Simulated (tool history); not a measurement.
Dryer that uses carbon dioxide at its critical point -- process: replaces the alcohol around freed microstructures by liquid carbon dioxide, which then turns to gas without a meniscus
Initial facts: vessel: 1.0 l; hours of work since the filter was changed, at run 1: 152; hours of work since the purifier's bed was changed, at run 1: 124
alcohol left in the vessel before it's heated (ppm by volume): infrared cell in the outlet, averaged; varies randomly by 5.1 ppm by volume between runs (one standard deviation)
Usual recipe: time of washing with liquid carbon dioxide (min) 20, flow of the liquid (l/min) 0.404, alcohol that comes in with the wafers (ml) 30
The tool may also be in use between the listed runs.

run	hour	time of washing with liquid carbon dioxide (min)	flow of the liquid (l/min)	alcohol that comes in with the wafers (ml)	hours of work since the filter was changed	hours of work since the purifier's bed was changed	alcohol left in the vessel before it's heated (ppm by volume)
1	0.0	20	0.404	30	152	124	128
2	23.9	20	0.404	30	161	133	131
3	47.3	20	0.404	30	170	142	137
4	74.3	20	0.404	56	180	152	252
5	93.3	20	0.404	39	188	160	178
6	117.6	20	0.404	39	197	169	194
7	148.8	20	0.288	30	209	181	591
8	168.7	20	0.288	30	217	189	597
# hour 205.1: inlet filter changed
9	207.6	24	0.404	30	1	203	73
10	243.2	20	0.270	30	15	217	579
11	279.9	20	0.270	30	29	231	585
12	298.6	20	0.270	30	36	239	589
13	331.0	20	0.404	30	49	251	139
14	365.9	20	0.404	30	62	265	151
15	397.4	20	0.404	30	74	277	151
16	414.1	15	0.404	79	81	283	1126
17	450.6	15	0.404	79	95	297	1125
18	475.4	16	0.384	41	104	307	605
19	506.1	22	0.404	29	116	319	119
20	526.8	21	0.481	32	124	327	91
21	563.4	26	0.567	95	138	341	68
22	596.0	14	0.654	30	151	353	124
23	633.6	13	0.679	120	165	368	372
24	657.6	13	0.284	29	174	377	2247
25	693.1	22	0.284	29	188	391	468
26	722.7	22	0.515	29	200	402	100
27	751.5	22	0.515	29	211	413	111
28	780.0	20	0.423	21	222	424	164
# hour 802.2: inlet filter changed
29	818.3	17	0.300	23	6	439	615
30	846.1	17	0.300	23	17	449	605

Measured result minus the same run's result without the hidden state. Both carry the same run-to-run variation, though not necessarily the same gauge scatter:
Hidden state at play: flow that reaches the vessel past the clogged filter, %; alcohol in the recycled carbon dioxide, ppm; drift of the gauge itself on alcohol_ppm, %.
run	alcohol left in the vessel before it's heated (ppm by volume)
1	+53
2	+58
3	+62
4	+97
5	+82
6	+86
7	+189
8	+196
9	+40
10	+59
11	+74
12	+78
13	+58
14	+64
15	+67
16	+203
17	+226
18	+153
19	+74
20	+72
21	+66
22	+85
23	+173
24	+445
25	+189
26	+83
27	+87
28	+109
29	+95
30	+102

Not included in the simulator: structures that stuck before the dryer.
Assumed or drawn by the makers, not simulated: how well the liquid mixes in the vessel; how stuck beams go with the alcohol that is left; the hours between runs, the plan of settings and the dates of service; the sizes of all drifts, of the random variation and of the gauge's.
